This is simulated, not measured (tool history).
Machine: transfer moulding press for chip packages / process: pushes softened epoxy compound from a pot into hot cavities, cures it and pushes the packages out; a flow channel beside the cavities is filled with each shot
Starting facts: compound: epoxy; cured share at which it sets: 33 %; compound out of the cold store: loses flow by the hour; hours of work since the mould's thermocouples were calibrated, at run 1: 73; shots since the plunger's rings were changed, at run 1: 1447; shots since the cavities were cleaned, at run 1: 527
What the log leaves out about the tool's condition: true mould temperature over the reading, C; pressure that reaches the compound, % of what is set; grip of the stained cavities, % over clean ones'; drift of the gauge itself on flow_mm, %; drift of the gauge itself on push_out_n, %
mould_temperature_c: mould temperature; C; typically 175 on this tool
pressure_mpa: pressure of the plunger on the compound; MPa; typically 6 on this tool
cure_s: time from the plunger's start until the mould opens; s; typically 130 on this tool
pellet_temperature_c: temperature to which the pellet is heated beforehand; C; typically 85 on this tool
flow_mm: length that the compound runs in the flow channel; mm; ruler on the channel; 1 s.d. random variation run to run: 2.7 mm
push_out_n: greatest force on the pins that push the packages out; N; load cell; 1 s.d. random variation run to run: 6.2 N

| run | hour | mould_temperature_c | pressure_mpa | cure_s | pellet_temperature_c | hours of work since the mould's thermocouples were calibrated | shots since the plunger's rings were changed | shots since the cavities were cleaned | incoming compound's hours out of the cold store | flow_mm | push_out_n |
|---|---|---|---|---|---|---|---|---|---|---|---|
| 1 | 0 | 175 | 6 | 130 | 85 | 73 | 1447 | 527 | 31.1 | 505 | 458 |
|  | 36.6 | cavities cleaned with cleaning compound and waxed |
| 2 | 67.5 | 175 | 6 | 130 | 85 | 109 | 2013 | 265 | 31.2 | 503 | 388 |
|  | 137.7 | cavities cleaned with cleaning compound and waxed |
| 3 | 143.4 | 175 | 6 | 130 | 85 | 151 | 2652 | 50 | 43.9 | 476 | 276 |
|  | 182.6 | plunger's sealing rings changed |
| 4 | 185.7 | 175 | 6 | 130 | 85 | 173 | 26 | 390 | 37.3 | 507 | 441 |
|  | 237.5 | cavities cleaned with cleaning compound and waxed |
| 5 | 258.4 | 175 | 6 | 130 | 85 | 212 | 638 | 180 | 40.7 | 500 | 352 |
|  | 333.4 | cavities cleaned with cleaning compound and waxed |
| 6 | 333.4 | 175 | 6 | 130 | 85 | 252 | 1268 | 0 | 17.2 | 534 | 234 |
| 7 | 400.5 | 175 | 6 | 130 | 77 | 290 | 1844 | 576 | 46.2 | 479 | 481 |
|  | 431.6 | cavities cleaned with cleaning compound and waxed |
| 8 | 465.5 | 175 | 6 | 130 | 89 | 325 | 2388 | 291 | 21.2 | 521 | 422 |
| 9 | 519.8 | 175 | 6 | 130 | 80 | 355 | 2854 | 757 | 18.4 | 519 | 527 |
|  | 531.7 | plunger's sealing rings changed |
|  | 533.2 | cavities cleaned with cleaning compound and waxed |
| 10 | 596.8 | 175 | 6 | 130 | 80 | 395 | 545 | 545 | 13.1 | 547 | 498 |
|  | 634.1 | cavities cleaned with cleaning compound and waxed |
| 11 | 675.7 | 175 | 6 | 130 | 80 | 438 | 1209 | 357 | 44.3 | 484 | 411 |
|  | 730.3 | cavities cleaned with cleaning compound and waxed |
| 12 | 755.8 | 175 | 4.99 | 130 | 85 | 481 | 1883 | 219 | 33.9 | 455 | 381 |
| 13 | 793.6 | 175 | 4.99 | 130 | 85 | 502 | 2207 | 543 | 31.1 | 457 | 489 |
|  | 799.3 | mould's thermocouples calibrated |
|  | 830.1 | cavities cleaned with cleaning compound and waxed |
| 14 | 868.2 | 175 | 4.99 | 130 | 92 | 37 | 2817 | 326 | 26.1 | 461 | 444 |
|  | 886 | plunger's sealing rings changed |
|  | 928.7 | cavities cleaned with cleaning compound and waxed |
| 15 | 928.7 | 175 | 4.99 | 130 | 92 | 68 | 353 | 0 | 39 | 459 | 249 |
| 16 | 970.2 | 175 | 4.99 | 130 | 92 | 91 | 709 | 356 | 28.3 | 472 | 442 |
| 17 | 1004.5 | 175 | 5.37 | 141 | 85 | 110 | 1003 | 650 | 27.8 | 493 | 488 |
|  | 1031.3 | cavities cleaned with cleaning compound and waxed |
| 18 | 1074 | 175 | 5.88 | 125 | 77 | 148 | 1587 | 367 | 39.6 | 485 | 479 |
| 19 | 1106.3 | 174 | 4.63 | 124 | 85 | 166 | 1864 | 644 | 46.3 | 420 | 548 |
|  | 1129.2 | cavities cleaned with cleaning compound and waxed |
|  | 1148.1 | mould's thermocouples calibrated, once more |
| 20 | 1181.8 | 175 | 7.09 | 110 | 83 | 19 | 2481 | 434 | 31.3 | 539 | 548 |
|  | 1231.8 | cavities cleaned with cleaning compound and waxed |
|  | 1240.1 | plunger's sealing rings changed |
| 21 | 1255.2 | 172 | 7.09 | 110 | 83 | 57 | 129 | 179 | 45 | 545 | 521 |
| 22 | 1287.4 | 172 | 7.09 | 110 | 83 | 75 | 406 | 456 | 23.9 | 578 | 726 |
|  | 1334 | cavities cleaned with cleaning compound and waxed |
| 23 | 1355.8 | 172 | 7.09 | 110 | 89 | 112 | 979 | 186 | 26.2 | 574 | 553 |
| 24 | 1390.6 | 172 | 5.04 | 140 | 79 | 131 | 1278 | 485 | 12.3 | 506 | 479 |
|  | 1430.7 | cavities cleaned with cleaning compound and waxed |
| 25 | 1441.4 | 172 | 5.04 | 140 | 79 | 158 | 1701 | 92 | 12.4 | 504 | 329 |
| 26 | 1507.4 | 178 | 6 | 131 | 77 | 195 | 2267 | 658 | 36.3 | 483 | 482 |

Across each entry between runs, compare the hidden state at the last listed run before it with the hidden state at the first listed run after it:
From run 1 to run 2: cavities cleaned with cleaning compound and waxed (hour 36.6)
  true mould temperature over the reading, C: 0.23 -> 0.18; pressure that reaches the compound, % of what is set: 95.73 -> 94.15; grip of the stained cavities, % over clean ones': 96.9 -> 67.3
  measured minus no-state result, flow_mm: -12 -> -16 mm; push_out_n: +225 -> +156 N
From run 2 to run 3: cavities cleaned with cleaning compound and waxed (hour 137.7)
  true mould temperature over the reading, C: 0.18 -> 0.14; pressure that reaches the compound, % of what is set: 94.15 -> 92.43; grip of the stained cavities, % over clean ones': 67.3 -> 17.4
  measured minus no-state result, flow_mm: -16 -> -19 mm; push_out_n: +156 -> +41 N
From run 3 to run 4: plunger's sealing rings changed (hour 182.6)
  true mould temperature over the reading, C: 0.14 -> 0.11; pressure that reaches the compound, % of what is set: 92.43 -> 99.46; grip of the stained cavities, % over clean ones': 17.4 -> 87.9
  measured minus no-state result, flow_mm: -19 -> -1 mm; push_out_n: +41 -> +207 N
From run 4 to run 5: cavities cleaned with cleaning compound and waxed (hour 237.5)
  true mould temperature over the reading, C: 0.11 -> 0.07; pressure that reaches the compound, % of what is set: 99.46 -> 97.63; grip of the stained cavities, % over clean ones': 87.9 -> 52.6
  measured minus no-state result, flow_mm: -1 -> -6 mm; push_out_n: +207 -> +120 N
From run 5 to run 6: cavities cleaned with cleaning compound and waxed (hour 333.4)
  true mould temperature over the reading, C: 0.07 -> 0.02; pressure that reaches the compound, % of what is set: 97.63 -> 95.64; grip of the stained cavities, % over clean ones': 52.6 -> 1.9
  measured minus no-state result, flow_mm: -6 -> -12 mm; push_out_n: +120 -> +4 N
From run 7 to run 8: cavities cleaned with cleaning compound and waxed (hour 431.6)
  true mould temperature over the reading, C: -0.02 -> -0.06; pressure that reaches the compound, % of what is set: 94.03 -> 92.47; grip of the stained cavities, % over clean ones': 107.4 -> 78.9
  measured minus no-state result, flow_mm: -14 -> -21 mm; push_out_n: +247 -> +184 N
From run 9 to run 10: plunger's sealing rings changed (hour 531.7); cavities cleaned with cleaning compound and waxed (hour 533.2)
  true mould temperature over the reading, C: -0.09 -> -0.14; pressure that reaches the compound, % of what is set: 91.1 -> 97.72; grip of the stained cavities, % over clean ones': 120 -> 105.5
  measured minus no-state result, flow_mm: -24 -> -6 mm; push_out_n: +288 -> +256 N
From run 10 to run 11: cavities cleaned with cleaning compound and waxed (hour 634.1)
  true mould temperature over the reading, C: -0.14 -> -0.19; pressure that reaches the compound, % of what is set: 97.72 -> 95.65; grip of the stained cavities, % over clean ones': 105.5 -> 81
  measured minus no-state result, flow_mm: -6 -> -11 mm; push_out_n: +256 -> +188 N
From run 11 to run 12: cavities cleaned with cleaning compound and waxed (hour 730.3)
  true mould temperature over the reading, C: -0.19 -> -0.24; pressure that reaches the compound, % of what is set: 95.65 -> 93.77; grip of the stained cavities, % over clean ones': 81 -> 60.4
  measured minus no-state result, flow_mm: -11 -> -14 mm; push_out_n: +188 -> +145 N
From run 13 to run 14: mould's thermocouples calibrated (hour 799.3); cavities cleaned with cleaning compound and waxed (hour 830.1)
  true mould temperature over the reading, C: -0.26 -> -0.47; pressure that reaches the compound, % of what is set: 92.81 -> 90.91; grip of the stained cavities, % over clean ones': 104.5 -> 80
  measured minus no-state result, flow_mm: -16 -> -21 mm; push_out_n: +249 -> +198 N
From run 14 to run 15: plunger's sealing rings changed (hour 886); cavities cleaned with cleaning compound and waxed (hour 928.7)
  true mould temperature over the reading, C: -0.47 -> -0.51; pressure that reaches the compound, % of what is set: 90.91 -> 98.82; grip of the stained cavities, % over clean ones': 80 -> 1.6
  measured minus no-state result, flow_mm: -21 -> -1 mm; push_out_n: +198 -> +6 N
From run 17 to run 18: cavities cleaned with cleaning compound and waxed (hour 1031.3)
  true mould temperature over the reading, C: -0.56 -> -0.61; pressure that reaches the compound, % of what is set: 96.95 -> 95.14; grip of the stained cavities, % over clean ones': 112.7 -> 88.5
  measured minus no-state result, flow_mm: -6 -> -10 mm; push_out_n: +262 -> +229 N
From run 19 to run 20: cavities cleaned with cleaning compound and waxed (hour 1129.2); mould's thermocouples calibrated, once more (hour 1148.1)
  true mould temperature over the reading, C: -0.63 -> 0.08; pressure that reaches the compound, % of what is set: 94.27 -> 92.32; grip of the stained cavities, % over clean ones': 113.2 -> 93.2
  measured minus no-state result, flow_mm: -11 -> -22 mm; push_out_n: +297 -> +264 N
From run 20 to run 21: cavities cleaned with cleaning compound and waxed (hour 1231.8); plunger's sealing rings changed (hour 1240.1)
  true mould temperature over the reading, C: 0.08 -> 0.04; pressure that reaches the compound, % of what is set: 92.32 -> 99.52; grip of the stained cavities, % over clean ones': 93.2 -> 52.3
  measured minus no-state result, flow_mm: -22 -> -2 mm; push_out_n: +264 -> +176 N
From run 22 to run 23: cavities cleaned with cleaning compound and waxed (hour 1334)
  true mould temperature over the reading, C: 0.02 -> -0.03; pressure that reaches the compound, % of what is set: 98.67 -> 97.06; grip of the stained cavities, % over clean ones': 98.5 -> 53.3
  measured minus no-state result, flow_mm: -4 -> -8 mm; push_out_n: +359 -> +193 N
From run 24 to run 25: cavities cleaned with cleaning compound and waxed (hour 1430.7)
  true mould temperature over the reading, C: -0.05 -> -0.08; pressure that reaches the compound, % of what is set: 96.07 -> 94.82; grip of the stained cavities, % over clean ones': 94.6 -> 33.9
  measured minus no-state result, flow_mm: -10 -> -14 mm; push_out_n: +234 -> +84 N
